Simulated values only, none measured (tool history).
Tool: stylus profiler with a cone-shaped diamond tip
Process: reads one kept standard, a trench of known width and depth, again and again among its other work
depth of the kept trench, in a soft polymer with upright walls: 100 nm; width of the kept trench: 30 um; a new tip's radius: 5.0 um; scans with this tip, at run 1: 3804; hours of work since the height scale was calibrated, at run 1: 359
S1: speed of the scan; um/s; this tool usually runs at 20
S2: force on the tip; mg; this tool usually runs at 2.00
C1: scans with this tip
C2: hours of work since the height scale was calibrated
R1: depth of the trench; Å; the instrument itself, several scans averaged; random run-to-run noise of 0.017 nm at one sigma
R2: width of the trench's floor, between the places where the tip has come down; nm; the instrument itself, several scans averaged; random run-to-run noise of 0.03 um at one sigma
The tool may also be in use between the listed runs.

run    hour  S1    S2     C1    C2      R1     R2
  1     0.0  20  2.00   3804   359  1009.5  27900
  2   109.0  20  2.00   4462   422  1009.6  27850
  3   188.1  20  2.00   4940   467  1009.2  27870
  4   286.9  20  2.00   5537   523  1009.4  27860
  5   364.6  34  2.00   6007   568  1009.6  27730
  6   421.5  34  2.00   6350   600  1009.4  27740
  7   515.4  34  2.00   6918   654  1009.2  27820
  8   597.9  50  2.00   7416   701  1009.7  27630
  9   670.2  20  2.00   7853   742  1009.2  27860
 10   759.2  56  2.00   8390   793  1009.3  27650
 11   813.6  20  2.53   8719   824  1011.2  27870
 12   877.9  20  2.53   9107   861  1011.2  27910
 13   931.6  30  2.00   9432   891  1009.8  27860
 14  1020.2  30  2.00   9967   942  1009.6  27820
 15  1115.0  20  3.82  10540   996  1014.4  27950
 16  1200.4  20  3.82  11056  1045  1014.4  27890
 17  1247.1  60  2.00  11337  1071  1009.6  27610
 18  1341.9  53  1.23  11911  1125  1006.7  27540
 19  1405.6  40  0.70  12295  1162  1004.4  27550
 20  1466.2  36  4.65  12661  1196  1016.3  27880
 21  1544.3  14  2.00  13133  1241  1009.1  27900
 22  1648.2   9  4.45  13761  1300  1016.2  28000
 23  1718.4  45  5.93  14185  1340  1019.5  27820
 24  1790.6  20  2.02  14621  1382  1009.4  27850
 25  1843.5   7  0.84  14941  1412  1005.4  27900

For run 26, what comes out?
 26  1941.2   7  0.84  15531  1468   ?   ?

Run 26 measured R1 1005.4 Å, R2 27940 nm.
Take away the tool's hidden state, keep the run-to-run variation as it was, and the same run would have given R1 1005.4 Å, R2 27960 nm.
